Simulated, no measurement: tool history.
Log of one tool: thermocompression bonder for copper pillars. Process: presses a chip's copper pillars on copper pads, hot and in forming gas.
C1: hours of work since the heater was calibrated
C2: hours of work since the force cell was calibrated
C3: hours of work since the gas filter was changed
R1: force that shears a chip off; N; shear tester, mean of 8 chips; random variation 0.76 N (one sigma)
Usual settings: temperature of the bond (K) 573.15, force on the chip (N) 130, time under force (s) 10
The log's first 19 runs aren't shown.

run 20 hour=145.6 | temperature_of_the_bond_(K)=578.15 force_on_the_chip_(N)=130 time_under_force_(s)=10 | C1=780 C2=293 C3=495 | R1=103.0
-- hour=146.8 forming gas filter changed
run 21 hour=158.3 | temperature_of_the_bond_(K)=573.15 force_on_the_chip_(N)=132 time_under_force_(s)=10 | C1=788 C2=301 C3=8 | R1=110.3
run 22 hour=170.5 | temperature_of_the_bond_(K)=567.15 force_on_the_chip_(N)=123 time_under_force_(s)=24 | C1=796 C2=309 C3=16 | R1=126.2
run 23 hour=178.4 | temperature_of_the_bond_(K)=573.15 force_on_the_chip_(N)=84 time_under_force_(s)=12 | C1=802 C2=314 C3=21 | R1=95.5
run 24 hour=190.9 | temperature_of_the_bond_(K)=570.15 force_on_the_chip_(N)=122 time_under_force_(s)=20 | C1=810 C2=323 C3=30 | R1=122.7
run 25 hour=198.9 | temperature_of_the_bond_(K)=575.15 force_on_the_chip_(N)=102 time_under_force_(s)=5 | C1=816 C2=328 C3=35 | R1=81.4
run 26 hour=208.3 | temperature_of_the_bond_(K)=599.15 force_on_the_chip_(N)=188 time_under_force_(s)=11 | C1=822 C2=335 C3=42 | R1=139.4
run 27 hour=215.9 | temperature_of_the_bond_(K)=599.15 force_on_the_chip_(N)=188 time_under_force_(s)=11 | C1=827 C2=340 C3=47 | R1=140.7
run 28 hour=227.8 | temperature_of_the_bond_(K)=587.15 force_on_the_chip_(N)=129 time_under_force_(s)=7 | C1=835 C2=348 C3=55 | R1=109.7
run 29 hour=233.1 | temperature_of_the_bond_(K)=587.15 force_on_the_chip_(N)=129 time_under_force_(s)=7 | C1=839 C2=351 C3=58 | R1=109.1
run 30 hour=243.1 | temperature_of_the_bond_(K)=544.15 force_on_the_chip_(N)=114 time_under_force_(s)=10 | C1=846 C2=358 C3=65 | R1=81.1
run 31 hour=251.2 | temperature_of_the_bond_(K)=544.15 force_on_the_chip_(N)=114 time_under_force_(s)=10 | C1=851 C2=364 C3=71 | R1=82.3
-- hour=259.2 heater calibrated with a thermocouple chip
run 32 hour=262.0 | temperature_of_the_bond_(K)=580.15 force_on_the_chip_(N)=104 time_under_force_(s)=28 | C1=2 C2=370 C3=77 | R1=124.1
run 33 hour=268.2 | temperature_of_the_bond_(K)=580.15 force_on_the_chip_(N)=104 time_under_force_(s)=28 | C1=6 C2=374 C3=81 | R1=124.4
run 34 hour=275.6 | temperature_of_the_bond_(K)=557.15 force_on_the_chip_(N)=140 time_under_force_(s)=10 | C1=11 C2=379 C3=86 | R1=90.5
run 35 hour=286.7 | temperature_of_the_bond_(K)=573.15 force_on_the_chip_(N)=130 time_under_force_(s)=16 | C1=19 C2=386 C3=93 | R1=114.5
run 36 hour=294.8 | temperature_of_the_bond_(K)=573.15 force_on_the_chip_(N)=130 time_under_force_(s)=16 | C1=24 C2=392 C3=99 | R1=113.1
run 37 hour=306.5 | temperature_of_the_bond_(K)=573.15 force_on_the_chip_(N)=130 time_under_force_(s)=16 | C1=32 C2=400 C3=107 | R1=113.2
run 38 hour=317.5 | temperature_of_the_bond_(K)=573.15 force_on_the_chip_(N)=130 time_under_force_(s)=6 | C1=39 C2=407 C3=114 | R1=87.2
run 39 hour=325.6 | temperature_of_the_bond_(K)=573.15 force_on_the_chip_(N)=130 time_under_force_(s)=6 | C1=45 C2=413 C3=120 | R1=85.7

5 ways to go on from here, each from the tool as it stands after run 39. What would each give?
run A hour=334.6 | temperature_of_the_bond_(K)=555.15 force_on_the_chip_(N)=89 time_under_force_(s)=8 | C1=51 C2=419 C3=126 | R1=?
run B hour=334.6 | temperature_of_the_bond_(K)=574.15 force_on_the_chip_(N)=126 time_under_force_(s)=12 | C1=51 C2=419 C3=126 | R1=?
run C hour=334.6 | temperature_of_the_bond_(K)=573.15 force_on_the_chip_(N)=151 time_under_force_(s)=6 | C1=51 C2=419 C3=126 | R1=?
run D hour=334.6 | temperature_of_the_bond_(K)=584.15 force_on_the_chip_(N)=86 time_under_force_(s)=14 | C1=51 C2=419 C3=126 | R1=?
run E hour=334.6 | temperature_of_the_bond_(K)=573.15 force_on_the_chip_(N)=130 time_under_force_(s)=17 | C1=51 C2=419 C3=126 | R1=?

run=A R1=65.4
run=B R1=105.2
run=C R1=93.9
run=D R1=100.4
run=E R1=113.5
Without the tool's hidden state the same runs would have given:
run=A R1=67.3
run=B R1=108.1
run=C R1=96.6
run=D R1=103.1
run=E R1=116.6
